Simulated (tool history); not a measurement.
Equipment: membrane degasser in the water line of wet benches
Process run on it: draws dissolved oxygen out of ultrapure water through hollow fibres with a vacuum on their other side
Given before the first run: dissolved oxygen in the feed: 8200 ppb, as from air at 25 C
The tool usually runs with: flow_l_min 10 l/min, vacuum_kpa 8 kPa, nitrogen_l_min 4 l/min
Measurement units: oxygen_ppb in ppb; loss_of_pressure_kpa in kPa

Run 1, hour 0: usual settings. Result: oxygen_ppb 44.7 ppb, loss_of_pressure_kpa 32.96 kPa.
Run 2, hour 131: usual settings but nitrogen_l_min 2.67 l/min. Result: oxygen_ppb 60.9 ppb, loss_of_pressure_kpa 33.02 kPa.
Run 3, hour 294.9: usual settings. Result: oxygen_ppb 46.6 ppb, loss_of_pressure_kpa 33.25 kPa.
Run 4, hour 418.8: usual settings. Result: oxygen_ppb 45.5 ppb, loss_of_pressure_kpa 32.99 kPa.
At hour 442.8: seals of the vacuum lines changed.
Run 5, hour 544.9: usual settings. Result: oxygen_ppb 43.3 ppb, loss_of_pressure_kpa 33.21 kPa.
Run 6, hour 663.1: usual settings. Result: oxygen_ppb 43.6 ppb, loss_of_pressure_kpa 33.26 kPa.
Run 7, hour 875.7: usual settings. Result: oxygen_ppb 44.5 ppb, loss_of_pressure_kpa 33.37 kPa.
Run 8, hour 1017: usual settings but vacuum_kpa 10.61 kPa. Result: oxygen_ppb 60.1 ppb, loss_of_pressure_kpa 33.16 kPa.
Run 9, hour 1217.4: usual settings but vacuum_kpa 10.61 kPa. Result: oxygen_ppb 60 ppb, loss_of_pressure_kpa 33.38 kPa.
Run 10, hour 1444.7: usual settings but flow_l_min 8 l/min. Result: oxygen_ppb 29.2 ppb, loss_of_pressure_kpa 26.69 kPa.
Run 11, hour 1626.4: usual settings but flow_l_min 8 l/min. Result: oxygen_ppb 30 ppb, loss_of_pressure_kpa 26.76 kPa.
Run 12, hour 1791.3: usual settings but flow_l_min 8 l/min. Result: oxygen_ppb 29.9 ppb, loss_of_pressure_kpa 26.66 kPa.
Run 13, hour 2024: usual settings but vacuum_kpa 13.45 kPa. Result: oxygen_ppb 79.1 ppb, loss_of_pressure_kpa 33.54 kPa.
Run 14, hour 2194.3: usual settings but vacuum_kpa 13.45 kPa. Result: oxygen_ppb 79 ppb, loss_of_pressure_kpa 33.58 kPa.
Run 15, hour 2353.7: usual settings but flow_l_min 15 l/min, vacuum_kpa 13.45 kPa, nitrogen_l_min 4.08 l/min. Result: oxygen_ppb 155.2 ppb, loss_of_pressure_kpa 50.44 kPa.
Run 16, hour 2521.4: usual settings but flow_l_min 15 l/min, vacuum_kpa 13.45 kPa, nitrogen_l_min 4.08 l/min. Result: oxygen_ppb 155.1 ppb, loss_of_pressure_kpa 50.3 kPa.

What does the tool deliver on the next run?
Run 17, hour 2700.8: usual settings but flow_l_min 15 l/min, vacuum_kpa 13.45 kPa, nitrogen_l_min 4.08 l/min. Result: oxygen_ppb ?, loss_of_pressure_kpa ?.

Run 17 measured oxygen_ppb 155.7 ppb, loss_of_pressure_kpa 50.49 kPa.
With no hidden state in the tool, this same run would have given oxygen_ppb 138.1 ppb, loss_of_pressure_kpa 47.68 kPa.

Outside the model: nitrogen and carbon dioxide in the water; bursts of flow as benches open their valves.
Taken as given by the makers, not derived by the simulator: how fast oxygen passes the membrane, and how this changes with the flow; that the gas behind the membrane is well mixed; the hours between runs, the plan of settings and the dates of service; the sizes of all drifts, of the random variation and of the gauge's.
